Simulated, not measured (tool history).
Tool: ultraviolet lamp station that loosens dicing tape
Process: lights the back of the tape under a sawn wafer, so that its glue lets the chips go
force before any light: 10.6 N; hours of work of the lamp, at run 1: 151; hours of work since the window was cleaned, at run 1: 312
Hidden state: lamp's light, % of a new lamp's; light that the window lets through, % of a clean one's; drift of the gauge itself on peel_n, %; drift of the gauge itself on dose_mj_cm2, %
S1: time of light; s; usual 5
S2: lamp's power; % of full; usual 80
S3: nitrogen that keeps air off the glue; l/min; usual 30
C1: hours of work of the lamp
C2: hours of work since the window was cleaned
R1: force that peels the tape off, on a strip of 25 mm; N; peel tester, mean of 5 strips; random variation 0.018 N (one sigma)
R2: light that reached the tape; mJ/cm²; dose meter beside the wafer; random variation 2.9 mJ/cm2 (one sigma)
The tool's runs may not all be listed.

Run 1, hour 0.0: usual settings; C1 151; C2 312. Result: R1 1.073 N, R2 382 mJ/cm².
Run 2, hour 13.1: usual settings; C1 156; C2 317. Result: R1 1.046 N, R2 371 mJ/cm².
At hour 23.1: window cleaned of glue's vapour.
Run 3, hour 42.3: usual settings; C1 168; C2 8. Result: R1 1.040 N, R2 392 mJ/cm².
Run 4, hour 63.3: usual settings; C1 176; C2 16. Result: R1 1.014 N, R2 393 mJ/cm².
Run 5, hour 91.7: usual settings; C1 188; C2 28. Result: R1 1.025 N, R2 385 mJ/cm².
Run 6, hour 106.7: usual settings; C1 194; C2 34. Result: R1 1.036 N, R2 392 mJ/cm².
Run 7, hour 122.3: usual settings but S3 15 l/min; C1 200; C2 40. Result: R1 1.717 N, R2 384 mJ/cm².
Run 8, hour 136.0: usual settings but S2 72 % of full; C1 206; C2 46. Result: R1 1.268 N, R2 343 mJ/cm².
Run 9, hour 148.0: usual settings but S2 72 % of full; C1 211; C2 51. Result: R1 1.292 N, R2 351 mJ/cm².
Run 10, hour 164.7: usual settings; C1 218; C2 57. Result: R1 1.055 N, R2 383 mJ/cm².
Run 11, hour 188.2: usual settings; C1 227; C2 67. Result: R1 1.075 N, R2 384 mJ/cm².
Run 12, hour 215.6: usual settings; C1 238; C2 78. Result: R1 1.112 N, R2 376 mJ/cm².
Run 13, hour 235.1: usual settings but S2 95 % of full; C1 246; C2 86. Result: R1 0.765 N, R2 452 mJ/cm².
Run 14, hour 261.7: usual settings but S2 95 % of full, S3 24 l/min; C1 257; C2 96. Result: R1 0.876 N, R2 446 mJ/cm².
Run 15, hour 281.0: usual settings but S2 95 % of full, S3 24 l/min; C1 265; C2 104. Result: R1 0.885 N, R2 438 mJ/cm².
Run 16, hour 304.8: usual settings but S1 4 s; C1 274; C2 114. Result: R1 1.696 N, R2 299 mJ/cm².
Run 17, hour 324.4: usual settings but S1 4 s; C1 282; C2 122. Result: R1 1.715 N, R2 295 mJ/cm².
Run 18, hour 347.4: usual settings but S1 4 s; C1 291; C2 131. Result: R1 1.828 N, R2 293 mJ/cm².
Run 19, hour 368.5: usual settings but S1 4 s; C1 300; C2 140. Result: R1 1.761 N, R2 291 mJ/cm².
Run 20, hour 387.4: usual settings but S2 91 % of full; C1 308; C2 147. Result: R1 0.840 N, R2 416 mJ/cm².
Run 21, hour 415.0: usual settings but S1 2 s, S2 60 % of full, S3 36 l/min; C1 319; C2 158. Result: R1 5.194 N, R2 109 mJ/cm².
Run 22, hour 438.6: usual settings but S2 93 % of full, S3 12 l/min; C1 328; C2 168. Result: R1 1.752 N, R2 415 mJ/cm².
Run 23, hour 466.0: usual settings but S1 6 s, S2 70 % of full, S3 26 l/min; C1 339; C2 179. Result: R1 1.240 N, R2 376 mJ/cm².
Run 24, hour 488.5: usual settings but S1 6 s, S2 70 % of full, S3 26 l/min; C1 348; C2 188. Result: R1 1.248 N, R2 376 mJ/cm².
Run 25, hour 517.5: usual settings but S1 2 s, S2 98 % of full; C1 360; C2 200. Result: R1 3.637 N, R2 172 mJ/cm².
Run 26, hour 541.6: usual settings but S1 2 s, S2 98 % of full; C1 370; C2 210. Result: R1 3.730 N, R2 170 mJ/cm².
Run 27, hour 556.7: usual settings but S1 3 s, S2 85 % of full, S3 36 l/min; C1 376; C2 216. Result: R1 2.537 N, R2 225 mJ/cm².
Run 28, hour 582.3: usual settings but S3 17 l/min; C1 386; C2 226. Result: R1 1.866 N, R2 348 mJ/cm².
Run 29, hour 605.2: usual settings but S3 17 l/min; C1 396; C2 235. Result: R1 1.956 N, R2 342 mJ/cm².
Run 30, hour 624.8: usual settings but S2 69 % of full, S3 28 l/min; C1 404; C2 243. Result: R1 1.806 N, R2 300 mJ/cm².
Run 31, hour 644.4: usual settings but S2 65 % of full, S3 10 l/min; C1 411; C2 251. Result: R1 3.378 N, R2 274 mJ/cm².
Run 32, hour 669.9: usual settings but S1 2 s, S2 69 % of full, S3 36 l/min; C1 422; C2 262. Result: R1 4.635 N, R2 117 mJ/cm².
Run 33, hour 685.4: usual settings but S1 2 s, S2 69 % of full, S3 36 l/min; C1 428; C2 268. Result: R1 4.755 N, R2 120 mJ/cm².
Run 34, hour 703.5: usual settings but S1 2 s, S2 69 % of full, S3 36 l/min; C1 435; C2 275. Result: R1 4.792 N, R2 118 mJ/cm².
Run 35, hour 725.5: usual settings but S1 2 s, S2 69 % of full, S3 36 l/min; C1 444; C2 284. Result: R1 4.856 N, R2 116 mJ/cm².
Run 36, hour 754.6: usual settings but S1 9 s, S2 98 % of full, S3 9 l/min; C1 456; C2 296. Result: R1 0.657 N, R2 734 mJ/cm².
Run 37, hour 773.2: usual settings but S2 98 % of full, S3 27 l/min; C1 464; C2 303. Result: R1 1.001 N, R2 405 mJ/cm².
Run 38, hour 801.4: usual settings but S2 98 % of full, S3 27 l/min; C1 475; C2 315. Result: R1 1.018 N, R2 403 mJ/cm².
At hour 818.9: window cleaned of glue's vapour.
Run 39, hour 831.5: usual settings but S2 100 % of full, S3 16 l/min; C1 487; C2 5. Result: R1 1.291 N, R2 432 mJ/cm².
Run 40, hour 859.8: usual settings but S1 2 s, S2 60 % of full, S3 21 l/min; C1 498; C2 17. Result: R1 5.891 N, R2 102 mJ/cm².

3 ways to go on from here, each from the tool as it stands after run 40. What would each give?
Run A, hour 876.6: usual settings but S2 60 % of full; C1 505; C2 23. Result: R1 ?, R2 ?.
Run B, hour 876.6: usual settings but S3 12 l/min; C1 505; C2 23. Result: R1 ?, R2 ?.
Run C, hour 876.6: usual settings but S1 2 s, S2 98 % of full, S3 9 l/min; C1 505; C2 23. Result: R1 ?, R2 ?.

run     R1   R2
  A  2.177  253
  B  2.399  342
  C  5.456  168
Without the tool's hidden state the same runs would have given:
run     R1   R2
  A  1.514  314
  B  1.697  424
  C  4.661  208
